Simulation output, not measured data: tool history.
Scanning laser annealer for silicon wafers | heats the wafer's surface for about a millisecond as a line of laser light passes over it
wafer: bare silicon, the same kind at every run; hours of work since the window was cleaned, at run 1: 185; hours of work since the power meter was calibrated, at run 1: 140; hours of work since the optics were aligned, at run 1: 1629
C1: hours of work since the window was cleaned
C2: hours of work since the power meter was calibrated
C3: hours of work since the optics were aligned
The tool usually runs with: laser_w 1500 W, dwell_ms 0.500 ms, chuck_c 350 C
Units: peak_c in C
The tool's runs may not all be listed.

run 1 day=0.000 | laser_w=1500 dwell_ms=0.500 chuck_c=350 | C1=185 C2=140 C3=1629 | peak_c=1152
run 2 day=0.329 | laser_w=1500 dwell_ms=0.500 chuck_c=350 | C1=189 C2=143 C3=1633 | peak_c=1152
run 3 day=0.583 | laser_w=1500 dwell_ms=0.500 chuck_c=350 | C1=191 C2=145 C3=1635 | peak_c=1151
run 4 day=0.854 | laser_w=1500 dwell_ms=0.500 chuck_c=350 | C1=194 C2=148 C3=1638 | peak_c=1151
-- day=1.100 optics aligned, line set to its width
run 5 day=1.308 | laser_w=1500 dwell_ms=0.500 chuck_c=350 | C1=196 C2=151 C3=2 | peak_c=1145
run 6 day=1.575 | laser_w=1441 dwell_ms=0.503 chuck_c=350 | C1=199 C2=153 C3=5 | peak_c=1110
run 7 day=1.983 | laser_w=1480 dwell_ms=0.552 chuck_c=345 | C1=203 C2=158 C3=9 | peak_c=1172
run 8 day=2.208 | laser_w=1593 dwell_ms=0.578 chuck_c=340 | C1=205 C2=160 C3=11 | peak_c=1270
run 9 day=2.375 | laser_w=1276 dwell_ms=0.618 chuck_c=381 | C1=207 C2=161 C3=13 | peak_c=1122
-- day=2.733 optics aligned, line set to its width, once more
run 10 day=2.796 | laser_w=1414 dwell_ms=0.498 chuck_c=381 | C1=209 C2=164 C3=1 | peak_c=1138

Hidden condition of the tool, last listed run before each entry between runs versus first listed run after:
Logged between run 4 and run 5: optics aligned, line set to its width (day 1.100)
  light that passes the window, % of a clean one's: 98.77 -> 98.76; width of the line over the set one, %: 3.27 -> 4.47
  measured less the result without the state, peak_c: -23 -> -28 C
Logged between run 9 and run 10: optics aligned, line set to its width, once more (day 2.733)
  light that passes the window, % of a clean one's: 98.7 -> 98.69; width of the line over the set one, %: 4.49 -> 0.02
  measured less the result without the state, peak_c: -27 -> -8 C
